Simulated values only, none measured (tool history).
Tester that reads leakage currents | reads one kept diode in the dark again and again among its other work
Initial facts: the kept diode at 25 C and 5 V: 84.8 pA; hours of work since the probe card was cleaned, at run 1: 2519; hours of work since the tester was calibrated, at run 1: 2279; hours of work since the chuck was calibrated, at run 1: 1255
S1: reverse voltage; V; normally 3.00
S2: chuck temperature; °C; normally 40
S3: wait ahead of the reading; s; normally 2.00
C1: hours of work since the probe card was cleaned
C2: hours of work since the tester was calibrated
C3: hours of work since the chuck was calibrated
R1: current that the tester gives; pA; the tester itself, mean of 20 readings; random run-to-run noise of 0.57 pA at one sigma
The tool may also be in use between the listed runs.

run	day	S1	S2	S3	C1	C2	C3	R1
1	0.000	3.00	40	2.00	2519	2279	1255	200.81
2	6.592	2.21	40	2.00	2588	2348	1324	168.25
3	14.671	2.21	40	2.00	2673	2432	1409	168.31
4	22.133	3.00	40	0.95	2751	2510	1487	203.02
5	26.517	3.00	40	0.95	2797	2556	1533	202.55
6	35.021	3.00	40	2.00	2886	2645	1622	202.73
7	38.504	3.00	40	2.00	2922	2682	1658	202.88
8	43.008	3.00	40	2.00	2969	2729	1705	202.02
9	47.129	3.00	40	2.00	3012	2772	1748	203.80
10	50.658	3.00	40	2.00	3049	2809	1785	202.84
11	56.683	3.00	40	2.00	3112	2872	1848	203.95
12	64.604	3.00	40	2.00	3195	2955	1931	204.11
13	70.567	3.00	40	8.42	3258	3017	1993	204.28
14	77.275	2.38	40	2.00	3328	3087	2063	178.87
15	81.321	2.38	40	4.54	3370	3130	2106	178.29
16	85.108	2.38	40	4.54	3410	3169	2145	178.52
17	92.171	3.00	40	8.18	3484	3243	2219	206.45
18	95.721	3.00	40	8.18	3521	3280	2256	206.48
19	101.146	3.00	40	8.18	3577	3337	2313	205.66
20	109.162	1.13	40	8.18	3661	3421	2397	115.51
21	117.442	1.13	40	8.18	3748	3507	2484	116.25
# day 118.054: chuck's temperature calibrated
# day 122.338: probe card cleaned and baked
22	122.475	1.19	35	0.97	1	3558	45	78.45
23	129.362	9.49	35	9.97	73	3630	117	260.29
24	137.367	12.38	25	2.27	157	3714	201	146.64
25	141.921	1.95	40	2.00	205	3761	248	149.32
26	147.838	8.53	51	3.88	267	3823	310	741.20
27	155.479	3.00	41	2.00	347	3903	390	206.83
28	163.567	3.00	40	8.62	431	3988	475	193.30
29	171.058	3.00	38	2.00	510	4066	553	167.58
# day 172.608: tester calibrated
30	178.154	3.00	45	1.92	583	58	626	271.21
31	181.754	3.00	44	3.30	621	96	664	254.09
32	187.371	4.18	33	0.51	679	154	723	145.50
33	191.729	4.18	39	0.51	725	200	769	222.26
34	200.108	7.04	40	2.00	813	288	856	320.58
35	206.671	3.07	40	2.00	881	356	925	197.75
36	211.308	3.07	40	2.00	930	405	973	198.42
37	219.058	19.84	40	0.38	1011	486	1054	603.12
38	222.888	5.16	34	9.80	1051	526	1094	176.08
39	230.733	5.16	34	9.80	1133	608	1176	176.76

Describe how what the log doesn't record of the tool's condition differs between the last listed run preceding each entry between runs and the first listed run following it.
Between runs 21 and 22: chuck's temperature calibrated (day 118.054); probe card cleaned and baked (day 122.338)
  stray current of the dirty probe card, pA a volt: 2.459 -> 0.025; current scale over the true one, %: 0.39 -> 0.4; true chuck temperature over the reading, C: 0.68 -> 0
  measured value less the no-hidden-state value, R1: +8.41 -> +0.34 pA
Between runs 29 and 30: tester calibrated (day 172.608)
  stray current of the dirty probe card, pA a volt: 0.352 -> 0.405; current scale over the true one, %: 0.47 -> 0; true chuck temperature over the reading, C: 0.12 -> 0.14
  measured value less the no-hidden-state value, R1: +3.22 -> +3.73 pA
